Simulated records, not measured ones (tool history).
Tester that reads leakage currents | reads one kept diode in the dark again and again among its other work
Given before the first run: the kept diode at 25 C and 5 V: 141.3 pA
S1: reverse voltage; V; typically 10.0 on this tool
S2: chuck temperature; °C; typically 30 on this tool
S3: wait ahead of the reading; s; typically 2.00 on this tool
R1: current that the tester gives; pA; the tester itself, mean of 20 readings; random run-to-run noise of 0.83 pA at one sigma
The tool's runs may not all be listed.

run    hour    S1  S2    S3      R1
  1     0.0  10.0  30  2.00  333.62
  2    78.8  10.0  30  1.23  338.55
  3   130.4  10.0  30  1.23  340.16
  4   194.9  10.0  30  2.00  286.07
  5   248.1  10.0  30  2.00  287.40
  6   292.9  10.0  30  2.00  289.03
  7   378.0  10.0  25  2.00  197.37
  8   442.6   9.5  30  2.00  287.95
  9   497.9  10.0  30  2.00  298.87
 10   583.1  10.0  30  2.00  300.53
 11   629.2  12.9  43  2.00  891.72
 12   669.1  10.8  30  2.00  312.02
 13   740.1   1.1  29  0.31  122.90
 14   798.8   1.1  24  1.21   82.09
 15   884.2   3.7  32  2.48  248.82
 16   964.7   1.6  33  2.00  198.03
 17  1032.9   1.6  54  2.00  933.91
 18  1115.0  17.7  26  0.69  304.87
 19  1154.7  17.7  26  0.69  307.80
 20  1203.1  13.5  27  0.39  298.26

Put back what was entered between runs (1 entry, withheld): which listed runs does each sit between, and how does the hidden state differ from the listed run before to the listed run after?
Between runs 3 and 4: chuck's temperature calibrated (hour 139.9)
  stray current of the dirty probe card, pA a volt: 0.812 -> 0.861; true chuck temperature over the reading, C: 2.32 -> -0.01
  measured result minus the result with no hidden state, R1: +64.40 -> +8.37 pA
